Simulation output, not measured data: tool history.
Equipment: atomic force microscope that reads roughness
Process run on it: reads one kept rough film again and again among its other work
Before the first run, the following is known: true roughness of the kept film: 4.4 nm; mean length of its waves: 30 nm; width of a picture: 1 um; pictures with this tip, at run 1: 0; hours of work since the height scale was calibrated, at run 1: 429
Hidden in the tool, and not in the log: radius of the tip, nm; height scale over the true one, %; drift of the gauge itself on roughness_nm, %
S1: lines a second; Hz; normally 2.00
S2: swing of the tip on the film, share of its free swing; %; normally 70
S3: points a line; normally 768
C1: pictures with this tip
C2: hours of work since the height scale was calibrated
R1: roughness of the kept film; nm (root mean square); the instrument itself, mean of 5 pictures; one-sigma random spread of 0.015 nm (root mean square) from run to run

run   hour    S1  S2   S3   C1   C2     R1
  1    0.0  2.00  70  768    0  429  3.620
  2   12.5  3.63  70  768   21  436  3.425
  3   30.9  3.63  70  768   52  447  3.357
  4   51.6  3.63  70  768   86  460  3.308
  5   69.5  3.63  70  768  116  470  3.236
  6   89.0  3.63  70  768  149  482  3.183
  7  101.1  3.63  70  768  169  489  3.161
  8  122.0  3.63  70  768  203  502  3.081
  9  134.6  2.00  70  357  224  509  3.157
 10  149.7  1.59  70  357  250  518  3.150
 11  168.5  2.00  70  768  281  529  3.046
 12  178.0  2.00  70  854  297  535  3.095
 13  196.6  2.00  70  854  328  546  3.010
 14  207.6  2.00  70  854  346  553  2.988
 15  218.6  2.00  70  854  364  559  2.967
     240.2  -- new tip fitted
 16  240.3  2.00  70  854    1  572  3.584
 17  254.9  2.00  70  702   25  581  3.551
 18  274.2  2.00  70  702   57  592  3.477
 19  285.7  2.40  70  768   76  599  3.398
 20  301.2  2.40  70  768  102  608  3.369
 21  314.2  2.40  63  665  124  616  3.401
 22  325.0  2.40  63  665  142  623  3.350
 23  344.6  2.40  63  665  174  634  3.291
 24  359.5  2.40  63  665  199  643  3.262
 25  379.3  2.00  70  535  232  655  3.138
     381.3  -- height scale calibrated on a step standard
 26  397.8  2.00  70  535  261   10  3.088
 27  414.3  2.20  70  302  289   20  3.009
 28  428.9  2.20  70  302  313   28  2.962
 29  444.6  2.00  62  768  339   38  3.046
     455.1  -- height scale calibrated on a step standard, once more
 30  462.3  2.00  62  768  367    4  3.014
     482.3  -- new tip fitted
 31  482.3  1.08  70  638    0   16  3.737
 32  492.9  1.08  70  638   18   22  3.717
 33  513.8  2.00  70  390   53   35  3.494
 34  526.7  2.00  66  762   74   42  3.507
 35  547.3  2.00  66  762  109   55  3.447
 36  567.5  2.00  66  762  142   67  3.392
 37  587.2  1.12  58  672  175   79  3.411
 38  596.2  1.12  69  672  190   84  3.350
 39  608.4  1.12  69  672  210   91  3.321

Consider 5 possible next runs. They are alternatives, not a sequence: every one starts from the tool as it was left by run 39. What does each give?
  A  618.8  0.97  89  273  228  97   ?
  B  618.8  1.12  82  857  228  97   ?
  C  618.8  1.12  76  909  228  97   ?
  D  618.8  1.12  85  672  228  97   ?
  E  618.8  3.09  58  830  228  97   ?

run     R1
  A  3.113
  B  3.175
  C  3.235
  D  3.156
  E  3.245
Without the tool's hidden state the same runs would have given:
run     R1
  A  3.555
  B  3.626
  C  3.694
  D  3.605
  E  3.706

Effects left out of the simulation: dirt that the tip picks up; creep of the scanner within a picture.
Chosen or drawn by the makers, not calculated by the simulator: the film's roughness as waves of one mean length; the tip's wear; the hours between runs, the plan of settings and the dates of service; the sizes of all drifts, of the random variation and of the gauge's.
